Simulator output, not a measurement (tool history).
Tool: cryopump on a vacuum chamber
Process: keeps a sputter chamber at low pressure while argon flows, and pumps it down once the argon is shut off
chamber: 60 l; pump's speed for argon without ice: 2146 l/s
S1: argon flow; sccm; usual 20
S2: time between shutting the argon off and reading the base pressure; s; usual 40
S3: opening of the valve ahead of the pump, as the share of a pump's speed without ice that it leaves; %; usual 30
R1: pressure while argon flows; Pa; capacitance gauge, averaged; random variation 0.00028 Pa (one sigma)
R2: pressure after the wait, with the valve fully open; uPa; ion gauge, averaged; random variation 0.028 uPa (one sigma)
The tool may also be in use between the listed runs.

run   hour  S1   S2  S3      R1    R2
  1    0.0  20   40  30  0.0536  2.62
  2   15.4  20  183  30  0.0538  1.71
  3   26.9  20  183  30  0.0535  1.68
  4   39.6  20  183  30  0.0537  1.76
  5   51.3  20   26  30  0.0543  3.21
  6   63.0  20   26  30  0.0539  3.25
  7   78.5  20   26  30  0.0539  3.28
  8   86.3  20   40  30  0.0534  2.66
  9   96.7  20   40  30  0.0537  2.75
 10  106.1  20   40  30  0.0537  2.68
 11  115.4  20   40  30  0.0539  2.68
 12  122.4  20   26  30  0.0544  3.17
 13  132.7  20   26  30  0.0548  3.38
 14  140.6  20   40  30  0.0546  2.67
 15  154.7  25   40  30  0.0677  2.60
 16  170.5  25   40  30  0.0678  2.68
 17  184.7  25   40  30  0.0679  2.68
 18  197.7  23   89  36  0.0530  2.10
 19  212.5  26   66  26  0.0813  2.26
 20  228.4  26   66  26  0.0821  2.29
 21  239.4  26   66  26  0.0815  2.26
 22  248.6  13   99  37  0.0288  2.04
 23  261.9  14   41  20  0.0567  2.79
 24  274.8  28   46  33  0.0698  2.68
 25  288.6  28   22  24  0.0948  3.76
 26  295.7  28   22  24  0.0956  3.72
 27  308.9  28   22  24  0.0946  3.80
 28  323.6  28   30  28  0.0818  3.20
 29  336.4  28   30  17  0.1328  3.24
 30  349.5  28   30  24  0.0952  3.19
 31  360.9  36   31  17  0.1714  3.23
 32  376.2  12  180  30  0.0331  1.95
 33  385.9  29   65  30  0.0803  2.37
 34  395.8  29  216  55  0.0450  1.89

Some steps in R1 between neighbouring runs. How much of each would the tool show without its hidden state too (settings, what came in, random variation), and how much is left for the hidden state, with any gauge scatter that isn't in both results?
The hidden state here: pump's speed, % of a pump's without ice; cold plate's temperature, K; leak into the chamber, uPa l/s; drift of the gauge itself on working_pa, %; drift of the gauge itself on base_upa, %.
Run 21 -> 22: S1 26 -> 13, S2 66 -> 99, S3 26 -> 37. R1 -0.0527 Pa: hidden state -0.0013, all else -0.0514.
Run 23 -> 24: S1 14 -> 28, S2 41 -> 46, S3 20 -> 33. R1 +0.0131 Pa: hidden state +0.0016, all else +0.0115.
Run 30 -> 31: S1 28 -> 36, S2 30 -> 31, S3 24 -> 17. R1 +0.0762 Pa: hidden state +0.0011, all else +0.0751.
Run 31 -> 32: S1 36 -> 12, S2 31 -> 180, S3 17 -> 30. R1 -0.1383 Pa: hidden state -0.0029, all else -0.1354.
Run 32 -> 33: S1 12 -> 29, S2 180 -> 65. R1 +0.0472 Pa: hidden state +0.0022, all else +0.0450.
